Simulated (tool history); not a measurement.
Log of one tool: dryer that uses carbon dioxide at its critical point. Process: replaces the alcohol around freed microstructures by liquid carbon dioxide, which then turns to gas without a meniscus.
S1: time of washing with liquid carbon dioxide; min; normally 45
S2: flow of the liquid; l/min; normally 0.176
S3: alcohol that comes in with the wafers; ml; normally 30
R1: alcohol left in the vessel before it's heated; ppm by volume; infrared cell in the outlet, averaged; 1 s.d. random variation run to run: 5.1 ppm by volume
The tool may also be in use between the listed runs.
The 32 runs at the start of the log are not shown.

run 33 hour=664.5 | S1=37 S2=0.176 S3=44 | R1=448
run 34 hour=678 | S1=30 S2=0.107 S3=94 | R1=9099
run 35 hour=702 | S1=30 S2=0.107 S3=94 | R1=9738
run 36 hour=715.1 | S1=36 S2=0.152 S3=87 | R1=1776
run 37 hour=729 | S1=29 S2=0.203 S3=53 | R1=853
run 38 hour=751.1 | S1=46 S2=0.176 S3=30 | R1=226
run 39 hour=767.8 | S1=45 S2=0.21 S3=103 | R1=251
run 40 hour=782.4 | S1=63 S2=0.176 S3=71 | R1=157
run 41 hour=797.6 | S1=63 S2=0.176 S3=71 | R1=165
run 42 hour=812.9 | S1=45 S2=0.221 S3=34 | R1=171
run 43 hour=827.6 | S1=45 S2=0.283 S3=52 | R1=155
-- hour=839.3 inlet filter changed
run 44 hour=851.2 | S1=45 S2=0.201 S3=46 | R1=170
run 45 hour=864.5 | S1=66 S2=0.201 S3=46 | R1=151
run 46 hour=881.5 | S1=58 S2=0.176 S3=30 | R1=159

Below are 3 alternative next runs, each starting from the tool's condition after run 46. Predict each:
run A hour=895.9 | S1=32 S2=0.176 S3=30 | R1=?
run B hour=895.9 | S1=65 S2=0.24 S3=49 | R1=?
run C hour=895.9 | S1=45 S2=0.176 S3=54 | R1=?

run=A R1=474
run=B R1=145
run=C R1=231
What these runs would have given with no unlogged condition in the tool:
run=A R1=288
run=B R1=8
run=C R1=73

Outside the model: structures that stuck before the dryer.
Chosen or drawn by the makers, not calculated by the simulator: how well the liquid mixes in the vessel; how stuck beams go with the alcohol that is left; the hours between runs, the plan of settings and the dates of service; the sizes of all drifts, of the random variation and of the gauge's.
